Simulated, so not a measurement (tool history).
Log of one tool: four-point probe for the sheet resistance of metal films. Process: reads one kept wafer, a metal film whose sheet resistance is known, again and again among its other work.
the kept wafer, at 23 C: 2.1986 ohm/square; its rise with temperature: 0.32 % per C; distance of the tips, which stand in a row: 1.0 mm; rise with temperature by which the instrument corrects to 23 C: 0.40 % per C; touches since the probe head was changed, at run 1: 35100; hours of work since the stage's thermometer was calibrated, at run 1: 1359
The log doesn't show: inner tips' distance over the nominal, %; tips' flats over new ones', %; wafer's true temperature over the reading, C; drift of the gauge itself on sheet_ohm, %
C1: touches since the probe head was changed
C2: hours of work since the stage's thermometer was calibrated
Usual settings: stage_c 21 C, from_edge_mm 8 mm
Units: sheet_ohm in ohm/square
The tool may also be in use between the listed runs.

Run 1, hour 0.0: usual settings; C1 35100; C2 1359. Result: sheet_ohm 2.204900 ohm/square.
Run 2, hour 12.5: usual settings; C1 35638; C2 1368. Result: sheet_ohm 2.205381 ohm/square.
Run 3, hour 25.0: usual settings; C1 36175; C2 1377. Result: sheet_ohm 2.204807 ohm/square.
Run 4, hour 44.7: usual settings; C1 37020; C2 1391. Result: sheet_ohm 2.204841 ohm/square.
Run 5, hour 60.4: usual settings; C1 37697; C2 1402. Result: sheet_ohm 2.204446 ohm/square.
Run 6, hour 74.3: usual settings; C1 38292; C2 1411. Result: sheet_ohm 2.204116 ohm/square.
At hour 76.2: stage's thermometer calibrated.
Run 7, hour 94.8: usual settings but from_edge_mm 4 mm; C1 39154; C2 13. Result: sheet_ohm 2.254436 ohm/square.
Run 8, hour 105.7: usual settings but stage_c 25 C, from_edge_mm 60 mm; C1 39620; C2 21. Result: sheet_ohm 2.177081 ohm/square.
Run 9, hour 119.7: usual settings but stage_c 24 C, from_edge_mm 11 mm; C1 40223; C2 31. Result: sheet_ohm 2.187249 ohm/square.
At hour 140.4: stage's thermometer calibrated, once more.
Run 10, hour 140.4: usual settings but stage_c 26 C, from_edge_mm 68 mm; C1 41092; C2 0. Result: sheet_ohm 2.180949 ohm/square.

4 ways to go on from here, each from the tool as it stands after run 10. What would each give?
Run A, hour 153.0: usual settings but stage_c 33 C, from_edge_mm 20 mm; C1 41635; C2 9. Result: sheet_ohm ?.
Run B, hour 153.0: usual settings but stage_c 33 C, from_edge_mm 5 mm; C1 41635; C2 9. Result: sheet_ohm ?.
Run C, hour 153.0: usual settings but stage_c 31 C; C1 41635; C2 9. Result: sheet_ohm ?.
Run D, hour 153.0: usual settings but stage_c 27 C, from_edge_mm 13 mm; C1 41635; C2 9. Result: sheet_ohm ?.

run  sheet_ohm
  A   2.172483
  B   2.214671
  C   2.190610
  D   2.185957
Without the tool's hidden state the same runs would have given:
run  sheet_ohm
  A   2.185053
  B   2.227466
  C   2.203280
  D   2.198610
